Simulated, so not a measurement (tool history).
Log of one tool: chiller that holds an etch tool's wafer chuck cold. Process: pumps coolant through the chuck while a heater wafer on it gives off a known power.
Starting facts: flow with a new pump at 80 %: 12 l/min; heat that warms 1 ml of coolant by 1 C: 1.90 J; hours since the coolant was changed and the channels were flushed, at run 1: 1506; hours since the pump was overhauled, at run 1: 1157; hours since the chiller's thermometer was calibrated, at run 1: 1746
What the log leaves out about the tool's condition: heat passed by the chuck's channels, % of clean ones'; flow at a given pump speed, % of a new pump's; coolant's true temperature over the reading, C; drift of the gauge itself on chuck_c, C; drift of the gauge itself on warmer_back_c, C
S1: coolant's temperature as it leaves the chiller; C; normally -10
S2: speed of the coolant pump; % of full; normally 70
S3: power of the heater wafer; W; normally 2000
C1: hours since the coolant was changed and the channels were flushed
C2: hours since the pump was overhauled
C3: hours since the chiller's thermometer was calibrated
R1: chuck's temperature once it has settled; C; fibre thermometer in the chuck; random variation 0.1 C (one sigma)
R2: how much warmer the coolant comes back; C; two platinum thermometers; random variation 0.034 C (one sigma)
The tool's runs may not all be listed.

run 1 hour=0 | S1=-10 S2=70 S3=2000 | C1=1506 C2=1157 C3=1746 | R1=3.7 R2=6.03
run 2 hour=35.9 | S1=-10 S2=70 S3=2000 | C1=1542 C2=1193 C3=1782 | R1=3.7 R2=6.05
run 3 hour=73.2 | S1=-10 S2=70 S3=2000 | C1=1579 C2=1230 C3=1819 | R1=3.8 R2=6.08
run 4 hour=114.8 | S1=-10 S2=70 S3=2000 | C1=1621 C2=1271 C3=1861 | R1=3.7 R2=6.13
run 5 hour=155.7 | S1=-10 S2=70 S3=1032 | C1=1662 C2=1312 C3=1902 | R1=-3.2 R2=3.1
run 6 hour=188.8 | S1=-10 S2=70 S3=1032 | C1=1695 C2=1345 C3=1935 | R1=-2.9 R2=3.17
run 7 hour=230.3 | S1=-10 S2=70 S3=1032 | C1=1736 C2=1387 C3=1976 | R1=-2.9 R2=3.16
run 8 hour=275.4 | S1=-16 S2=70 S3=1032 | C1=1781 C2=1432 C3=2022 | R1=-9.1 R2=3.14
run 9 hour=307.5 | S1=-16 S2=70 S3=1032 | C1=1813 C2=1464 C3=2054 | R1=-8.9 R2=3.17
-- hour=336.3 chiller's thermometer calibrated
run 10 hour=352.1 | S1=-16 S2=67 S3=1032 | C1=1857 C2=1508 C3=16 | R1=-8.6 R2=3.2
run 11 hour=389.5 | S1=-16 S2=78 S3=1032 | C1=1894 C2=1545 C3=53 | R1=-9.2 R2=2.86
run 12 hour=415.2 | S1=-16 S2=78 S3=1032 | C1=1920 C2=1571 C3=79 | R1=-9.2 R2=2.8
run 13 hour=454.6 | S1=-4 S2=70 S3=2000 | C1=1960 C2=1610 C3=118 | R1=10.2 R2=6.03
run 14 hour=487.9 | S1=-4 S2=70 S3=2000 | C1=1993 C2=1644 C3=152 | R1=10.1 R2=6.09
run 15 hour=519.5 | S1=-10 S2=70 S3=2000 | C1=2024 C2=1675 C3=183 | R1=4.1 R2=6.11
run 16 hour=544.7 | S1=-10 S2=70 S3=2000 | C1=2050 C2=1700 C3=208 | R1=4.1 R2=6.06
run 17 hour=565.8 | S1=-10 S2=70 S3=2000 | C1=2071 C2=1722 C3=229 | R1=4.1 R2=6.04

Predict the results of run 18:
run 18 hour=607.7 | S1=-14 S2=70 S3=1152 | C1=2113 C2=1763 C3=271 | R1=? R2=?

Run 18 measured R1 -5.9 C, R2 3.49 C.
Had the tool carried no hidden state, the very same run would have given R1 -6.3 C, R2 3.46 C.
